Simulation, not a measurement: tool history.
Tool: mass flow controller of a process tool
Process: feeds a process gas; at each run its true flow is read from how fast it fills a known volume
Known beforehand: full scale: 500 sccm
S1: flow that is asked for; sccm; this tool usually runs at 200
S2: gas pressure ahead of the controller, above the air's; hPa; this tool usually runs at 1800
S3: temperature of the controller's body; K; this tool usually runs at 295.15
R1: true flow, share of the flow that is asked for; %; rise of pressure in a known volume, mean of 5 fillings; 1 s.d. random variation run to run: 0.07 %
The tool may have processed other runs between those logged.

run 1 hour=0 | S1=200 S2=1800 S3=295.15 | R1=99.28
run 2 hour=228 | S1=200 S2=1800 S3=295.15 | R1=99.36
run 3 hour=573.8 | S1=200 S2=1800 S3=295.15 | R1=99.17
-- hour=601 controller's zero set anew
run 4 hour=768 | S1=200 S2=1800 S3=295.15 | R1=98.7
run 5 hour=1206.7 | S1=200 S2=1800 S3=295.15 | R1=98.62
run 6 hour=1511.3 | S1=140 S2=2690 S3=295.15 | R1=96.67
run 7 hour=1799.9 | S1=75 S2=1520 S3=295.15 | R1=94.78
run 8 hour=2092.5 | S1=75 S2=1520 S3=295.15 | R1=94.56
-- hour=2440.6 controller's zero set anew, once more
run 9 hour=2477.1 | S1=75 S2=1520 S3=295.15 | R1=100.45
run 10 hour=2925.4 | S1=75 S2=1520 S3=295.15 | R1=100.12

Measured minus without-hidden-state, run by run (identical run-to-run variation in each term; gauge scatter may differ):
Hidden state at play: flow at rest that the sensor doesn't see, % of full scale; true flow over the shown one, %; drift of the gauge itself on true_pct, %.
run=1 R1=+0.31
run=2 R1=+0.31
run=3 R1=+0.33
run=4 R1=-0.23
run=5 R1=-0.22
run=6 R1=-1.11
run=7 R1=-3.82
run=8 R1=-3.91
run=9 R1=+1.83
run=10 R1=+1.71
